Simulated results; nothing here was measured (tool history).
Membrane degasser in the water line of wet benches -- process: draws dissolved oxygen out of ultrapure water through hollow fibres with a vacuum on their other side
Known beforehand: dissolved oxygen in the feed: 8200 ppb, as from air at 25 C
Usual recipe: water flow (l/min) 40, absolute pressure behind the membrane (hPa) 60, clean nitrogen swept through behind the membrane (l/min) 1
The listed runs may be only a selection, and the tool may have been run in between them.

run      day  water flow (l/min)  absolute pressure behind the membrane (hPa)  clean nitrogen swept through behind the membrane (l/min)  dissolved oxygen in the water behind the degasser (ppb)  pressure that the water loses in the fibres (hPa)
  1        0                  40                                           60                                                         1                                                    314.2                                              270.8
  2    6.558                  40                                           60                                                      0.46                                                    475.4                                              270.4
  3   11.458                  40                                           60                                                      0.46                                                    489.3                                              271.4
      13.325  -- seals of the vacuum lines changed
  4   17.008                  24                                           60                                                         1                                                    191.2                                              161.9
  5   24.642                  24                                           60                                                         1                                                    188.1                                              161.4
  6   32.792                  40                                           60                                                         1                                                    320.5                                              270.2
  7   40.712                  40                                           60                                                         1                                                    320.6                                              271.8
  8   47.154                  40                                           60                                                         1                                                    316.2                                              271.1
  9   50.867                  40                                         49.7                                                         1                                                      241                                              271.7
 10   59.079                  40                                         49.7                                                         1                                                    246.4                                              272.8
 11   62.846                  40                                         49.7                                                         1                                                    245.1                                              272.4
 12   67.129                  40                                         69.7                                                         1                                                    393.7                                                271
 13   74.742                  40                                           60                                                       1.9                                                    230.2                                              272.1
 14   81.762                  40                                           60                                                       1.9                                                    231.6                                              272.2
 15   87.838                  40                                           60                                                         1                                                    320.3                                              271.3
 16   93.821                  40                                           60                                                         1                                                    329.7                                              272.7
 17  100.121                  32                                         69.8                                                         1                                                    325.6                                              218.8
 18  105.683                  40                                         37.6                                                      0.93                                                    160.6                                              272.3
 19  109.304                  40                                         82.8                                                      1.53                                                      382                                              272.1
 20    116.1                  40                                         82.8                                                      2.02                                                      321                                              273.1
 21  123.738                  51                                         51.1                                                      1.57                                                    272.4                                              348.4
 22    127.1                  51                                         51.1                                                      1.57                                                    273.3                                              346.5
 23  132.825                  28                                         51.6                                                      1.68                                                    139.4                                              190.4
 24  136.854                  40                                        119.7                                                      2.01                                                    471.4                                              274.4
 25  140.183                  52                                         75.9                                                      2.98                                                    315.9                                              354.5
 26  146.825                  52                                         75.9                                                      2.98                                                    318.9                                              355.9
 27  151.133                  62                                        120.3                                                      0.52                                                   1499.2                                              423.3
 28  159.242                  62                                        120.3                                                      0.52                                                   1500.1                                              425.7
 29  166.288                  40                                           60                                                         1                                                    330.9                                              275.2
 30  172.383                  36                                           60                                                      1.47                                                    241.2                                              247.5
 31  176.404                  36                                         49.3                                                      0.67                                                    277.1                                              247.9
 32  180.804                  41                                         62.7                                                      0.89                                                    388.9                                                281

Same runs, no hidden state in the tool, same run-to-run variation:
Unlogged tool condition in this case: membrane still open, %; true pressure behind the membrane over the reading, kPa; air that leaks in behind the membrane, l/min; drift of the gauge itself on oxygen_ppb, %; drift of the gauge itself on loss_of_pressure_kpa, %.
run  dissolved oxygen in the water behind the degasser (ppb)  pressure that the water loses in the fibres (hPa)
  1                                                      301                                              265.4
  2                                                    460.8                                              264.9
  3                                                    473.5                                              265.6
  4                                                    182.2                                              158.4
  5                                                    178.6                                              157.8
  6                                                    303.3                                              263.9
  7                                                    302.4                                              265.3
  8                                                    297.5                                              264.3
  9                                                    221.5                                              264.9
 10                                                    225.5                                              265.7
 11                                                    223.8                                              265.3
 12                                                    372.8                                              263.7
 13                                                    212.1                                              264.6
 14                                                    212.9                                              264.5
 15                                                    296.7                                              263.5
 16                                                    304.8                                              264.7
 17                                                    304.9                                              212.2
 18                                                    132.5                                              263.9
 19                                                    359.4                                              263.7
 20                                                    299.7                                              264.4
 21                                                    242.2                                              337.1
 22                                                    242.7                                              335.1
 23                                                    122.1                                                184
 24                                                    448.5                                              265.1
 25                                                    288.8                                              342.3
 26                                                    290.9                                              343.5
 27                                                   1456.7                                              408.3
 28                                                   1456.4                                              410.3
 29                                                    297.4                                              265.1
 30                                                    214.3                                              238.2
 31                                                      239                                              238.5
 32                                                      351                                              270.3

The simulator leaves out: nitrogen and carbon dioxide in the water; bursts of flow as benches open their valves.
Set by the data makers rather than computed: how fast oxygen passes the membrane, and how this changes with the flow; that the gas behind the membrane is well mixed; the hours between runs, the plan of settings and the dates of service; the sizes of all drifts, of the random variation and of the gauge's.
